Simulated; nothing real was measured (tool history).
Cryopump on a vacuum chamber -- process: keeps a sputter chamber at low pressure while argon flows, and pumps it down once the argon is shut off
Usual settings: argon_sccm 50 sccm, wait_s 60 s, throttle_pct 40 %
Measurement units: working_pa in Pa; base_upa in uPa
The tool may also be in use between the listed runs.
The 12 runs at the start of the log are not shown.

| run | hour | argon_sccm | wait_s | throttle_pct | working_pa | base_upa |
|---|---|---|---|---|---|---|
| 13 | 212.5 | 50 | 60 | 26 | 0.3019 | 2.56 |
| 14 | 233.8 | 50 | 60 | 26 | 0.3026 | 2.53 |
| 15 | 250.6 | 50 | 60 | 40 | 0.1982 | 2.52 |
| 16 | 269.9 | 50 | 60 | 40 | 0.1988 | 2.54 |
| 17 | 292.5 | 50 | 60 | 40 | 0.1989 | 2.54 |
| 18 | 318.6 | 50 | 60 | 40 | 0.1983 | 2.6 |
| 19 | 338.3 | 50 | 22 | 40 | 0.2007 | 4.3 |
| 20 | 356.4 | 50 | 77 | 17 | 0.4561 | 2.35 |
| 21 | 374.9 | 29 | 40 | 34 | 0.1344 | 3.18 |
| 22 | 385.9 | 29 | 40 | 34 | 0.1343 | 3.12 |
| 23 | 405.5 | 82 | 66 | 21 | 0.6148 | 2.56 |
| 24 | 417.9 | 82 | 66 | 21 | 0.6113 | 2.47 |
| 25 | 441.9 | 41 | 22 | 18 | 0.3578 | 4.49 |
| 26 | 463.9 | 41 | 22 | 18 | 0.3552 | 4.51 |
| 27 | 478.3 | 62 | 22 | 59 | 0.1743 | 4.38 |
| 28 | 492 | 35 | 175 | 42 | 0.1336 | 2.06 |
| 29 | 508.7 | 33 | 175 | 19 | 0.2715 | 2.07 |
| 30 | 526.4 | 29 | 50 | 16 | 0.2812 | 2.89 |
| 31 | 539 | 29 | 50 | 16 | 0.2807 | 3.03 |
| 32 | 557.6 | 44 | 60 | 24 | 0.2891 | 2.79 |
| 33 | 583.5 | 33 | 61 | 41 | 0.1306 | 2.83 |
| 34 | 600 | 30 | 60 | 40 | 0.1214 | 2.79 |

Each row is a separate what-if for the run after 34, all from the same tool condition, not one after another. Results?
| A | 617.6 | 45 | 60 | 40 | ? | ? |
| B | 617.6 | 30 | 174 | 53 | ? | ? |
| C | 617.6 | 85 | 32 | 45 | ? | ? |

| run | working_pa | base_upa |
|---|---|---|
| A | 0.1819 | 2.86 |
| B | 0.0947 | 2.14 |
| C | 0.3085 | 3.75 |
What these runs would have given with no unlogged condition in the tool:
| run | working_pa | base_upa |
|---|---|---|
| A | 0.1698 | 1.29 |
| B | 0.0866 | 0.59 |
| C | 0.2857 | 2.15 |
